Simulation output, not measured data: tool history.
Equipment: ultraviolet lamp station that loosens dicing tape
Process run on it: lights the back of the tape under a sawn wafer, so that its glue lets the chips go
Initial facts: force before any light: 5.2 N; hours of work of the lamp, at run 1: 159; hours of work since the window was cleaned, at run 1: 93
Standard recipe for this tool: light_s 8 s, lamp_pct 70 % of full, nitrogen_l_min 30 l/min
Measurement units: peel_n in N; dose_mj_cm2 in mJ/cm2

run  hour  light_s  lamp_pct  nitrogen_l_min  hours of work of the lamp  hours of work since the window was cleaned  peel_n  dose_mj_cm2
  1     0        8        70              30                        159                                          93   0.819          464
  2   3.8        8        70              30                        162                                          96   0.828          469
  3   8.8        8        70              30                        166                                          99   0.836          461
  4  14.6        8        70              30                        170                                         104   0.818          465
  5    19        8        70              30                        173                                         107   0.848          458
  6  28.3        8        70              30                        181                                         114   0.851          455
  7  37.5        8        70              49                        188                                         121   0.651          455
  8  46.3        8        70              49                        194                                         128   0.694          459
  9    52        8        66              49                        199                                         132   0.751          428
 10  56.2        5        78              14                        202                                         136   1.916          313
 11  61.4        5        78              14                        206                                         140   1.911          316
 12  67.1        5        78              14                        210                                         144   1.944          316
 13  73.6        8        75              10                        215                                         149   1.422          477
 14  77.5        6        92              41                        218                                         152    0.78          443
 15  84.6        4        68              19                        224                                         157   2.337          219
 16  90.7        8        65              30                        228                                         162   0.987          415
 17  96.8        8        65              30                        233                                         167   1.011          402

Here are 3 independent what-if runs from the current tool condition. What would each one return?
  A  103.3        7        75              19                        238                                         172       ?            ?
  B  103.3        8        80              30                        238                                         172       ?            ?
  C  103.3       12        70              30                        238                                         172       ?            ?

run  peel_n  dose_mj_cm2
  A   1.268          410
  B   0.718          501
  C   0.472          658
With the hidden condition removed and each run's random variation left untouched, the same runs would have given:
run  peel_n  dose_mj_cm2
  A   1.007          486
  B   0.547          594
  C   0.367          779
